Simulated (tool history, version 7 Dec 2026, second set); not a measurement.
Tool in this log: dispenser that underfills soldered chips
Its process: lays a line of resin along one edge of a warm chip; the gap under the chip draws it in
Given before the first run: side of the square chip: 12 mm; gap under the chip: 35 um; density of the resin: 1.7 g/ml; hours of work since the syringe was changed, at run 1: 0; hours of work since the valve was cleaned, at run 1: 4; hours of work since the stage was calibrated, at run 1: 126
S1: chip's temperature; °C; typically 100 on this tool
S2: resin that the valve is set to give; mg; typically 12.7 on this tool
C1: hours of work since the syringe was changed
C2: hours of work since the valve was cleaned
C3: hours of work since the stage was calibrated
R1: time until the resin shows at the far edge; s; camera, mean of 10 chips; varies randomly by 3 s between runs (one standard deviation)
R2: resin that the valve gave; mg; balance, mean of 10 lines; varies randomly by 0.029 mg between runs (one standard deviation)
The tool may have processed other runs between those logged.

run	hour	S1	S2	C1	C2	C3	R1	R2
1	0	100	12.7	0	4	126	316.2	12.63
2	2.9	100	12.7	2	6	128	378.2	12.68
3	5.6	100	12.7	4	8	130	439.2	12.61
4	9.5	100	12.7	7	10	132	526.1	12.64
# hour 10.9: new syringe of resin
5	12.3	100	12.7	1	12	134	328.7	12.58
6	14.8	100	12.7	3	14	136	383.2	12.55
7	18.9	100	12.7	5	16	138	473.7	12.57
8	21.5	111	12.7	7	18	140	366.1	12.58
# hour 22.2: new syringe of resin
9	24.8	98	12.7	2	20	142	383.2	12.45
10	29.5	100	12.7	5	23	145	454	12.51
11	32.6	100	12.7	7	25	147	544.1	12.41
# hour 33.6: new syringe of resin
12	35.3	91	12.7	1	27	149	481.1	12.43
13	40.1	91	12.7	4	30	152	630	12.36
14	43.7	91	12.7	7	32	154	755.1	12.38
# hour 45.1: new syringe of resin
15	46.4	91	12.7	1	34	156	471.5	12.33
16	50.7	94	12.7	4	37	159	526.8	12.27
17	53.4	94	12.7	6	38	160	619.4	12.26
# hour 56.3: new syringe of resin
18	58	94	12.7	1	41	163	438.4	12.24
19	61.1	93	15	3	43	165	534.3	14.49
20	65.8	93	15	6	46	168	668.1	14.42
# hour 67.9: new syringe of resin
# hour 69.4: dispensing valve cleaned and set on the balance
21	71.8	93	15	2	2	171	460.1	14.97

Forecast run 22:
22	74.2	112	11.3	3	3	173	?	?

{"run 22": {"R1": 262.3, "R2": 11.29}}
Had the tool carried no hidden state, the very same run would have given R1 196 s, R2 11.32 mg.
